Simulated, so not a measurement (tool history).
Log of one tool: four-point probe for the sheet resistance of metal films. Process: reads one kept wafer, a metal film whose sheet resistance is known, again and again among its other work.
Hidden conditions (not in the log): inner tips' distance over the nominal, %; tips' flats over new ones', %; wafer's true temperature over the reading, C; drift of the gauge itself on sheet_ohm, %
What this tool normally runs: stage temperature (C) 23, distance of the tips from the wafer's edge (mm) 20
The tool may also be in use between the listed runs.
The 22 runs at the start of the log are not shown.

| run | hour | stage temperature (C) | distance of the tips from the wafer's edge (mm) | touches since the probe head was changed | hours of work since the stage's thermometer was calibrated | sheet resistance as the instrument gives it (ohm/square) |
|---|---|---|---|---|---|---|
| 23 | 362.9 | 26 | 60 | 19052 | 29 | 16.124702 |
| 24 | 385.2 | 21 | 18 | 19758 | 42 | 16.137038 |
| 25 | 407.7 | 33 | 7 | 20473 | 56 | 16.167158 |
| 26 | 419.2 | 33 | 6 | 20839 | 63 | 16.172477 |
| 27 | 435.0 | 19 | 3 | 21341 | 72 | 16.380618 |
| 28 | 456.4 | 20 | 5 | 22021 | 85 | 16.219395 |
| 29 | 471.3 | 20 | 5 | 22492 | 94 | 16.224434 |
| 30 | 481.9 | 30 | 14 | 22829 | 101 | 16.128529 |
| 31 | 506.0 | 30 | 14 | 23596 | 115 | 16.133207 |
| 32 | 526.5 | 20 | 4 | 24246 | 128 | 16.270026 |
| 33 | 542.9 | 27 | 4 | 24766 | 138 | 16.262028 |
| 34 | 567.1 | 23 | 4 | 25535 | 152 | 16.266597 |
| 35 | 577.7 | 23 | 4 | 25872 | 159 | 16.268000 |
| 36 | 597.9 | 26 | 34 | 26514 | 171 | 16.126784 |
| 37 | 608.0 | 31 | 29 | 26836 | 177 | 16.126793 |
| 38 | 620.7 | 24 | 20 | 27238 | 185 | 16.140228 |
| 39 | 641.8 | 24 | 14 | 27908 | 197 | 16.144695 |
| 40 | 665.5 | 24 | 8 | 28660 | 212 | 16.172025 |

Forecast each of these 4 alternatives for the next run:
| A | 675.5 | 23 | 7 | 28978 | 218 | ? |
| B | 675.5 | 24 | 8 | 28978 | 218 | ? |
| C | 675.5 | 24 | 8 | 28978 | 218 | ? |
| D | 675.5 | 27 | 14 | 28978 | 218 | ? |

| run | sheet resistance as the instrument gives it (ohm/square) |
|---|---|
| A | 16.178876 |
| B | 16.169535 |
| C | 16.169200 |
| D | 16.141374 |
Take away the tool's hidden state, keep each run's random variation, and the runs would have read:
| run | sheet resistance as the instrument gives it (ohm/square) |
|---|---|
| A | 16.203108 |
| B | 16.193755 |
| C | 16.193420 |
| D | 16.165559 |
